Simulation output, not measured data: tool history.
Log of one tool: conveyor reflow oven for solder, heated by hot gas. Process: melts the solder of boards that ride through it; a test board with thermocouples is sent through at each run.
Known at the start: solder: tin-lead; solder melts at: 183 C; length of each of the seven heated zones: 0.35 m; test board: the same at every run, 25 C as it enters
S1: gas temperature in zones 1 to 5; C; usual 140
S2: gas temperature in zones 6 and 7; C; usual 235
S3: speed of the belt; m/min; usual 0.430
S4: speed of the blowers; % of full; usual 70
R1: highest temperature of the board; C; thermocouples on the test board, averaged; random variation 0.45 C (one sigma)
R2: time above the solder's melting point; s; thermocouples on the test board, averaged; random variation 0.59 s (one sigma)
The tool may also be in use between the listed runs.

| run | hour | S1 | S2 | S3 | S4 | R1 | R2 |
|---|---|---|---|---|---|---|---|
| 1 | 0.0 | 140 | 235 | 0.430 | 70 | 215.5 | 71.6 |
| 2 | 72.1 | 140 | 243 | 0.430 | 70 | 221.4 | 78.6 |
| 3 | 132.4 | 140 | 235 | 0.430 | 70 | 216.2 | 70.7 |
| 4 | 196.4 | 140 | 235 | 0.430 | 70 | 215.6 | 71.4 |
| 5 | 248.8 | 140 | 235 | 0.430 | 61 | 211.9 | 66.6 |
| 6 | 310.2 | 140 | 235 | 0.430 | 61 | 211.9 | 66.4 |
| 7 | 368.8 | 140 | 235 | 0.430 | 61 | 211.8 | 66.5 |
| 8 | 436.9 | 140 | 235 | 0.430 | 61 | 211.2 | 66.1 |
| 9 | 490.7 | 140 | 235 | 0.430 | 61 | 211.0 | 65.6 |
| 10 | 525.5 | 140 | 244 | 0.430 | 61 | 218.3 | 73.6 |
| 11 | 573.4 | 140 | 244 | 0.430 | 61 | 218.6 | 74.1 |
| 12 | 643.1 | 140 | 244 | 0.430 | 61 | 218.3 | 72.0 |
| 13 | 695.5 | 140 | 224 | 0.443 | 61 | 200.3 | 47.8 |
| 14 | 731.4 | 140 | 224 | 0.443 | 73 | 203.9 | 54.2 |
| 15 | 771.3 | 140 | 234 | 0.394 | 70 | 214.8 | 78.5 |
|  | 789.3 | flux residue cleaned out of gas plates and filters |
| 16 | 840.6 | 140 | 243 | 0.510 | 61 | 211.6 | 54.5 |
| 17 | 895.9 | 140 | 235 | 0.394 | 70 | 217.8 | 82.3 |
| 18 | 958.4 | 153 | 230 | 0.430 | 82 | 216.0 | 80.7 |
| 19 | 1032.1 | 140 | 235 | 0.484 | 77 | 212.1 | 59.7 |
| 20 | 1093.0 | 140 | 235 | 0.493 | 70 | 209.5 | 53.1 |
| 21 | 1157.3 | 155 | 226 | 0.396 | 60 | 209.9 | 79.1 |

4 ways to go on from here, each from the tool as it stands after run 21. What would each give?
| A | 1195.2 | 143 | 235 | 0.398 | 88 | ? | ? |
| B | 1195.2 | 145 | 226 | 0.396 | 79 | ? | ? |
| C | 1195.2 | 150 | 226 | 0.396 | 60 | ? | ? |
| D | 1195.2 | 155 | 226 | 0.396 | 60 | ? | ? |

| run | R1 | R2 |
|---|---|---|
| A | 220.4 | 86.7 |
| B | 211.1 | 78.0 |
| C | 208.2 | 74.3 |
| D | 208.7 | 78.4 |
Without the tool's hidden state the same runs would have given:
| run | R1 | R2 |
|---|---|---|
| A | 222.5 | 88.3 |
| B | 213.1 | 80.2 |
| C | 210.0 | 76.6 |
| D | 210.4 | 80.5 |

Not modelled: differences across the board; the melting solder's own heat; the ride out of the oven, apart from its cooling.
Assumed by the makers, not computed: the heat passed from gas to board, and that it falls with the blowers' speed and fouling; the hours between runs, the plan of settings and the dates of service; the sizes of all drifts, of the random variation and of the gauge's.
